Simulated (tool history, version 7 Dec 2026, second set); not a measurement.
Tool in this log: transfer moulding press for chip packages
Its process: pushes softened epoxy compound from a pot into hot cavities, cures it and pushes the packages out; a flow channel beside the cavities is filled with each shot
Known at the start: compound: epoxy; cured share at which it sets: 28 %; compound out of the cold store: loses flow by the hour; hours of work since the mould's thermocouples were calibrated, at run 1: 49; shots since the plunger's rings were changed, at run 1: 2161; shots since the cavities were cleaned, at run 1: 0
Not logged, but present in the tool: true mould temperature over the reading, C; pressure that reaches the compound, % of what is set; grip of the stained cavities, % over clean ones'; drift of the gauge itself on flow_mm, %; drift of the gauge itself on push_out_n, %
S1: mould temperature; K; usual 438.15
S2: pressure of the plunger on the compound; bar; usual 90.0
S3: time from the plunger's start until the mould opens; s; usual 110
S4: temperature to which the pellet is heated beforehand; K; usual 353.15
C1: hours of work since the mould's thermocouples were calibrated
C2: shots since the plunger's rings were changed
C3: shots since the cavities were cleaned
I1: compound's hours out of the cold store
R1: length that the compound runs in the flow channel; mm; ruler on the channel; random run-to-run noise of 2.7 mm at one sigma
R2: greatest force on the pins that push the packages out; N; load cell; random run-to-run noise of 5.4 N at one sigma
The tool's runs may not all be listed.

| run | day | S1 | S2 | S3 | S4 | C1 | C2 | C3 | I1 | R1 | R2 |
|---|---|---|---|---|---|---|---|---|---|---|---|
| 1 | 0.000 | 438.15 | 90.0 | 110 | 353.15 | 49 | 2161 | 0 | 42.6 | 906 | 185 |
|  | 3.517 | plunger's sealing rings changed |
| 2 | 3.517 | 438.15 | 90.0 | 110 | 353.15 | 90 | 0 | 675 | 40.1 | 923 | 179 |
|  | 4.171 | cavities cleaned with cleaning compound and waxed |
| 3 | 5.996 | 438.15 | 90.0 | 110 | 353.15 | 118 | 479 | 361 | 12.4 | 1021 | 188 |
| 4 | 7.625 | 438.15 | 90.0 | 110 | 353.15 | 137 | 802 | 684 | 22.9 | 982 | 191 |
|  | 8.117 | cavities cleaned with cleaning compound and waxed |
| 5 | 9.888 | 442.15 | 90.0 | 110 | 353.15 | 163 | 1238 | 351 | 17.4 | 991 | 174 |
|  | 12.221 | cavities cleaned with cleaning compound and waxed |
| 6 | 13.158 | 442.15 | 90.0 | 110 | 353.15 | 201 | 1873 | 186 | 15.4 | 1000 | 170 |
|  | 16.142 | cavities cleaned with cleaning compound and waxed |
| 7 | 16.504 | 438.15 | 90.0 | 110 | 348.15 | 240 | 2523 | 72 | 22.9 | 979 | 194 |
|  | 18.342 | plunger's sealing rings changed |
| 8 | 19.950 | 438.15 | 102.8 | 110 | 353.15 | 279 | 318 | 734 | 32.0 | 1007 | 186 |
|  | 20.300 | cavities cleaned with cleaning compound and waxed |
| 9 | 21.742 | 438.15 | 102.8 | 110 | 353.15 | 300 | 661 | 286 | 44.5 | 964 | 194 |
| 10 | 24.075 | 438.15 | 102.8 | 110 | 353.15 | 327 | 1123 | 748 | 27.6 | 1025 | 189 |
|  | 24.317 | cavities cleaned with cleaning compound and waxed |
| 11 | 26.933 | 445.15 | 90.0 | 110 | 353.15 | 360 | 1676 | 518 | 8.5 | 1018 | 170 |
|  | 28.542 | cavities cleaned with cleaning compound and waxed |
|  | 29.092 | mould's thermocouples calibrated |
| 12 | 29.292 | 445.15 | 90.0 | 110 | 353.15 | 2 | 2114 | 132 | 12.2 | 1007 | 178 |
| 13 | 30.871 | 445.15 | 90.0 | 110 | 353.15 | 21 | 2427 | 445 | 19.1 | 971 | 164 |
|  | 32.733 | cavities cleaned with cleaning compound and waxed |
|  | 33.108 | plunger's sealing rings changed |
| 14 | 33.600 | 445.15 | 70.1 | 116 | 354.15 | 51 | 97 | 150 | 47.1 | 777 | 157 |
| 15 | 35.458 | 445.15 | 109.9 | 116 | 347.15 | 73 | 466 | 519 | 30.3 | 1035 | 169 |
|  | 36.958 | cavities cleaned with cleaning compound and waxed |
| 16 | 37.071 | 438.15 | 109.9 | 116 | 344.15 | 91 | 773 | 23 | 26.4 | 1069 | 177 |
| 17 | 39.754 | 438.15 | 109.9 | 116 | 344.15 | 123 | 1304 | 554 | 9.6 | 1139 | 186 |
|  | 40.888 | cavities cleaned with cleaning compound and waxed |
| 18 | 42.071 | 437.15 | 98.9 | 110 | 355.15 | 150 | 1750 | 234 | 27.7 | 1012 | 199 |
| 19 | 43.496 | 437.15 | 98.9 | 110 | 355.15 | 167 | 2032 | 516 | 26.5 | 1020 | 192 |
|  | 44.858 | cavities cleaned with cleaning compound and waxed |
| 20 | 45.625 | 438.15 | 84.1 | 127 | 353.15 | 191 | 2441 | 151 | 18.0 | 963 | 165 |
|  | 47.738 | plunger's sealing rings changed |
|  | 48.900 | cavities cleaned with cleaning compound and waxed |
| 21 | 49.125 | 438.15 | 84.1 | 127 | 353.15 | 230 | 263 | 45 | 42.9 | 878 | 176 |
| 22 | 50.546 | 438.15 | 84.1 | 127 | 353.15 | 247 | 544 | 326 | 40.5 | 889 | 174 |
|  | 52.967 | cavities cleaned with cleaning compound and waxed |
| 23 | 53.000 | 440.15 | 78.0 | 110 | 353.15 | 275 | 1018 | 7 | 9.9 | 954 | 175 |
| 24 | 56.042 | 441.15 | 90.0 | 95 | 353.15 | 311 | 1620 | 609 | 41.5 | 904 | 189 |
|  | 56.929 | cavities cleaned with cleaning compound and waxed |
| 25 | 59.638 | 441.15 | 90.0 | 95 | 353.15 | 353 | 2320 | 536 | 28.5 | 947 | 192 |
|  | 60.925 | cavities cleaned with cleaning compound and waxed |
| 26 | 61.950 | 437.15 | 90.0 | 95 | 361.15 | 379 | 2766 | 203 | 36.1 | 934 | 233 |

Hidden condition of the tool, last listed run before each entry between runs versus first listed run after:
Runs 1 to 2: plunger's sealing rings changed (day 3.517)
  true mould temperature over the reading, C: 0 -> -0.01; pressure that reaches the compound, % of what is set: 99.88 -> 99.99; grip of the stained cavities, % over clean ones': 0 -> 1
Runs 2 to 3: cavities cleaned with cleaning compound and waxed (day 4.171)
  pressure that reaches the compound, % of what is set: 99.99 -> 99.97; grip of the stained cavities, % over clean ones': 1 -> 0.7
Runs 4 to 5: cavities cleaned with cleaning compound and waxed (day 8.117)
  pressure that reaches the compound, % of what is set: 99.95 -> 99.93; grip of the stained cavities, % over clean ones': 1 -> 0.7
Runs 5 to 6: cavities cleaned with cleaning compound and waxed (day 12.221)
  pressure that reaches the compound, % of what is set: 99.93 -> 99.9; grip of the stained cavities, % over clean ones': 0.7 -> 0.4
Runs 6 to 7: cavities cleaned with cleaning compound and waxed (day 16.142)
  pressure that reaches the compound, % of what is set: 99.9 -> 99.86; grip of the stained cavities, % over clean ones': 0.4 -> 0.2
Runs 7 to 8: plunger's sealing rings changed (day 18.342)
  pressure that reaches the compound, % of what is set: 99.86 -> 99.98; grip of the stained cavities, % over clean ones': 0.2 -> 1.1
Runs 8 to 9: cavities cleaned with cleaning compound and waxed (day 20.300)
  pressure that reaches the compound, % of what is set: 99.98 -> 99.96; grip of the stained cavities, % over clean ones': 1.1 -> 0.6
Runs 10 to 11: cavities cleaned with cleaning compound and waxed (day 24.317)
  pressure that reaches the compound, % of what is set: 99.94 -> 99.91; grip of the stained cavities, % over clean ones': 1.1 -> 0.9
Runs 11 to 12: cavities cleaned with cleaning compound and waxed (day 28.542); mould's thermocouples calibrated (day 29.092)
  true mould temperature over the reading, C: -0.01 -> 0; pressure that reaches the compound, % of what is set: 99.91 -> 99.89; grip of the stained cavities, % over clean ones': 0.9 -> 0.3
Runs 13 to 14: cavities cleaned with cleaning compound and waxed (day 32.733); plunger's sealing rings changed (day 33.108)
  pressure that reaches the compound, % of what is set: 99.87 -> 100; grip of the stained cavities, % over clean ones': 0.8 -> 0.4
Runs 15 to 16: cavities cleaned with cleaning compound and waxed (day 36.958)
  pressure that reaches the compound, % of what is set: 99.98 -> 99.96; grip of the stained cavities, % over clean ones': 0.9 -> 0.1
Runs 17 to 18: cavities cleaned with cleaning compound and waxed (day 40.888)
  pressure that reaches the compound, % of what is set: 99.93 -> 99.91; grip of the stained cavities, % over clean ones': 1 -> 0.5
Runs 19 to 20: cavities cleaned with cleaning compound and waxed (day 44.858)
  pressure that reaches the compound, % of what is set: 99.89 -> 99.87; grip of the stained cavities, % over clean ones': 0.9 -> 0.4
Runs 20 to 21: plunger's sealing rings changed (day 47.738); cavities cleaned with cleaning compound and waxed (day 48.900)
  pressure that reaches the compound, % of what is set: 99.87 -> 99.98; grip of the stained cavities, % over clean ones': 0.4 -> 0.1
Runs 22 to 23: cavities cleaned with cleaning compound and waxed (day 52.967)
  pressure that reaches the compound, % of what is set: 99.97 -> 99.94; grip of the stained cavities, % over clean ones': 0.7 -> 0
Runs 24 to 25: cavities cleaned with cleaning compound and waxed (day 56.929)
  true mould temperature over the reading, C: 0 -> -0.01; pressure that reaches the compound, % of what is set: 99.91 -> 99.88
Runs 25 to 26: cavities cleaned with cleaning compound and waxed (day 60.925)
  pressure that reaches the compound, % of what is set: 99.88 -> 99.85; grip of the stained cavities, % over clean ones': 0.9 -> 0.5
